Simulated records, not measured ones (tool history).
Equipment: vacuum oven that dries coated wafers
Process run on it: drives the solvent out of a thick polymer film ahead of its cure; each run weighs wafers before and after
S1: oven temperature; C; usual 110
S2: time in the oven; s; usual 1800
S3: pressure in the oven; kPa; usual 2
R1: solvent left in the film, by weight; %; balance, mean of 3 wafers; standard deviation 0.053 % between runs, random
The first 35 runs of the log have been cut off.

run,hour,S1,S2,S3,R1
36,3126.7,108,1920,6.62,6.35
37,3204,108,1920,6.62,6.45
38,3279.2,123,1920,1.47,1.27
39,3370.4,123,1920,1.47,1.26
40,3460.8,110,2820,3.64,3.34
41,3560.9,124,2460,1.02,0.92
42,3618,110,1680,1.84,3.23
43,3719,113,1920,2,2.42
44,3790.6,110,2700,3.76,3.45
45,3874.8,108,1980,6.21,5.96
46,3942.6,108,1980,6.21,5.89

Alternative continuations, all from the tool just after run 46; predict every row:
A,4049.5,110,1800,2.25,?
B,4049.5,96,1800,2,?
C,4049.5,110,2940,2,?
D,4049.5,116,1920,1.72,?
E,4049.5,108,1980,7.9,?

run,R1
A,3.23
B,6.94
C,2.25
D,1.85
E,7.01
With the hidden condition removed and each run's random variation left untouched, the same runs would have given:
run,R1
A,2.85
B,6.52
C,1.65
D,1.43
E,6.77
